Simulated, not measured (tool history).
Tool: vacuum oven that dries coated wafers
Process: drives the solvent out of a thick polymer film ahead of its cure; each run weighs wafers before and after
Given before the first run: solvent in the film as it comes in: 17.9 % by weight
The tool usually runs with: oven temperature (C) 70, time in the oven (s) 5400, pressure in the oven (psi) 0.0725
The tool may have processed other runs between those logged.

run 1 day=0 | oven_temperature_(C)=70 time_in_the_oven_(s)=5400 pressure_in_the_oven_(psi)=0.0725 | solvent_left_in_the_film_(%)=4.55
run 2 day=1.133 | oven_temperature_(C)=70 time_in_the_oven_(s)=5400 pressure_in_the_oven_(psi)=0.1645 | solvent_left_in_the_film_(%)=5.27
run 3 day=2.733 | oven_temperature_(C)=70 time_in_the_oven_(s)=3660 pressure_in_the_oven_(psi)=0.0725 | solvent_left_in_the_film_(%)=6.57
run 4 day=4.683 | oven_temperature_(C)=70 time_in_the_oven_(s)=9360 pressure_in_the_oven_(psi)=0.0725 | solvent_left_in_the_film_(%)=2.24
run 5 day=7.308 | oven_temperature_(C)=70 time_in_the_oven_(s)=9360 pressure_in_the_oven_(psi)=0.0725 | solvent_left_in_the_film_(%)=2.2
run 6 day=8.638 | oven_temperature_(C)=72 time_in_the_oven_(s)=5400 pressure_in_the_oven_(psi)=0.0725 | solvent_left_in_the_film_(%)=4.03
run 7 day=9.825 | oven_temperature_(C)=72 time_in_the_oven_(s)=5400 pressure_in_the_oven_(psi)=0.0725 | solvent_left_in_the_film_(%)=3.94
run 8 day=12.267 | oven_temperature_(C)=70 time_in_the_oven_(s)=5400 pressure_in_the_oven_(psi)=0.0725 | solvent_left_in_the_film_(%)=4.65
run 9 day=13.412 | oven_temperature_(C)=70 time_in_the_oven_(s)=5400 pressure_in_the_oven_(psi)=0.0542 | solvent_left_in_the_film_(%)=4.36
run 10 day=15.975 | oven_temperature_(C)=70 time_in_the_oven_(s)=5400 pressure_in_the_oven_(psi)=0.0542 | solvent_left_in_the_film_(%)=4.48
run 11 day=17.588 | oven_temperature_(C)=70 time_in_the_oven_(s)=5400 pressure_in_the_oven_(psi)=0.0542 | solvent_left_in_the_film_(%)=4.42
run 12 day=19.654 | oven_temperature_(C)=70 time_in_the_oven_(s)=5400 pressure_in_the_oven_(psi)=0.0542 | solvent_left_in_the_film_(%)=4.56
run 13 day=20.783 | oven_temperature_(C)=70 time_in_the_oven_(s)=5400 pressure_in_the_oven_(psi)=0.0542 | solvent_left_in_the_film_(%)=4.42
run 14 day=23.321 | oven_temperature_(C)=70 time_in_the_oven_(s)=5400 pressure_in_the_oven_(psi)=0.0542 | solvent_left_in_the_film_(%)=4.49
run 15 day=25.446 | oven_temperature_(C)=70 time_in_the_oven_(s)=5400 pressure_in_the_oven_(psi)=0.0542 | solvent_left_in_the_film_(%)=4.48
run 16 day=27.908 | oven_temperature_(C)=64 time_in_the_oven_(s)=7380 pressure_in_the_oven_(psi)=0.0463 | solvent_left_in_the_film_(%)=4.85
run 17 day=30.35 | oven_temperature_(C)=70 time_in_the_oven_(s)=7380 pressure_in_the_oven_(psi)=0.1288 | solvent_left_in_the_film_(%)=3.56
run 18 day=31.45 | oven_temperature_(C)=75 time_in_the_oven_(s)=3240 pressure_in_the_oven_(psi)=0.0725 | solvent_left_in_the_film_(%)=5.73
run 19 day=33.688 | oven_temperature_(C)=70 time_in_the_oven_(s)=8460 pressure_in_the_oven_(psi)=0.0419 | solvent_left_in_the_film_(%)=2.41
run 20 day=35.217 | oven_temperature_(C)=60 time_in_the_oven_(s)=7440 pressure_in_the_oven_(psi)=0.226 | solvent_left_in_the_film_(%)=7.99
run 21 day=37.371 | oven_temperature_(C)=60 time_in_the_oven_(s)=9660 pressure_in_the_oven_(psi)=0.2099 | solvent_left_in_the_film_(%)=6.7
run 22 day=38.75 | oven_temperature_(C)=79 time_in_the_oven_(s)=5220 pressure_in_the_oven_(psi)=0.0534 | solvent_left_in_the_film_(%)=2.12
run 23 day=40.9 | oven_temperature_(C)=79 time_in_the_oven_(s)=8760 pressure_in_the_oven_(psi)=0.0534 | solvent_left_in_the_film_(%)=0.74
-- day=41.392 oven's thermocouples calibrated
run 24 day=42.038 | oven_temperature_(C)=79 time_in_the_oven_(s)=8760 pressure_in_the_oven_(psi)=0.0534 | solvent_left_in_the_film_(%)=0.7
run 25 day=44.579 | oven_temperature_(C)=69 time_in_the_oven_(s)=7920 pressure_in_the_oven_(psi)=0.0534 | solvent_left_in_the_film_(%)=3
run 26 day=47.162 | oven_temperature_(C)=64 time_in_the_oven_(s)=8220 pressure_in_the_oven_(psi)=0.1069 | solvent_left_in_the_film_(%)=4.87
run 27 day=49.492 | oven_temperature_(C)=65 time_in_the_oven_(s)=4920 pressure_in_the_oven_(psi)=0.1617 | solvent_left_in_the_film_(%)=7.3

Each row is a separate what-if for the run after 27, all from the same tool condition, not one after another. Results?
run A day=52.096 | oven_temperature_(C)=65 time_in_the_oven_(s)=4620 pressure_in_the_oven_(psi)=0.0876 | solvent_left_in_the_film_(%)=?
run B day=52.096 | oven_temperature_(C)=59 time_in_the_oven_(s)=4260 pressure_in_the_oven_(psi)=0.0963 | solvent_left_in_the_film_(%)=?
run C day=52.096 | oven_temperature_(C)=61 time_in_the_oven_(s)=4920 pressure_in_the_oven_(psi)=0.1353 | solvent_left_in_the_film_(%)=?

run=A solvent_left_in_the_film_(%)=7.21
run=B solvent_left_in_the_film_(%)=9.71
run=C solvent_left_in_the_film_(%)=8.58
Take away the tool's hidden state, keep each run's random variation, and the runs would have read:
run=A solvent_left_in_the_film_(%)=7.18
run=B solvent_left_in_the_film_(%)=9.68
run=C solvent_left_in_the_film_(%)=8.55
